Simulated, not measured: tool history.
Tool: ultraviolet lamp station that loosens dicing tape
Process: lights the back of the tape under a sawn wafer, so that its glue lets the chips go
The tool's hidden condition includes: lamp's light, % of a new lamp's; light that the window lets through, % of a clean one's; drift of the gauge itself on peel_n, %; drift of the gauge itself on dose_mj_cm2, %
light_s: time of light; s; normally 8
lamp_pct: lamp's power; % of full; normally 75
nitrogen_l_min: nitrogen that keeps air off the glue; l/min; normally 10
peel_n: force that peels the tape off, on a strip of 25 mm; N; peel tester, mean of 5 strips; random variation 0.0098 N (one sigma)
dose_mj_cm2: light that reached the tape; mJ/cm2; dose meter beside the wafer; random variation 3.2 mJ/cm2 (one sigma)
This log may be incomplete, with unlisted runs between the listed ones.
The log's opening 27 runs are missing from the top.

run   hour  light_s  lamp_pct  nitrogen_l_min  hours of work of the lamp  hours of work since the window was cleaned  peel_n  dose_mj_cm2
 28  168.3        4        66              17                         92                                         229   1.584          189
 29  176.3        4        66              17                         96                                         232   1.642          191
 30  185.4        4        66              17                         99                                         236     1.7          190
 31  190.2        8        74              10                        102                                         238   0.541          423
 32  195.9        8        74              15                        104                                         241   0.429          428
 33  200.8        7        64              10                        106                                         243   0.871          324
 34    207        7        92               9                        109                                         245   0.501          461
 35  214.6        5        75               3                        112                                         248   2.221          266
 36  223.6        5        75               3                        115                                         252   2.202          268
 37  232.9       12        89              10                        119                                         256    0.25          759
 38  242.7        6        63               4                        123                                         260   1.918          268
 39  249.6       12        75              18                        126                                         263   0.246          642
 40  256.4        8        79              10                        129                                         266   0.502          449
 41  263.4        8        79              10                        132                                         269   0.493          445
 42  273.1        6        68              10                        136                                         273   1.076          287
 43  279.7        9        73              11                        139                                         276   0.439          461

Forecast each of these 4 alternatives for the next run:
  A  288.5        8        75              12                        143                                         279       ?            ?
  B  288.5       10        73              11                        143                                         279       ?            ?
  C  288.5        9        75               3                        143                                         279       ?            ?
  D  288.5        8        75               4                        143                                         279       ?            ?

run  peel_n  dose_mj_cm2
  A   0.511          425
  B   0.383          512
  C   0.949          478
  D   0.984          419
With no hidden state in the tool, these same runs would have given:
run  peel_n  dose_mj_cm2
  A   0.397          491
  B   0.312          591
  C   0.731          552
  D   0.757          485

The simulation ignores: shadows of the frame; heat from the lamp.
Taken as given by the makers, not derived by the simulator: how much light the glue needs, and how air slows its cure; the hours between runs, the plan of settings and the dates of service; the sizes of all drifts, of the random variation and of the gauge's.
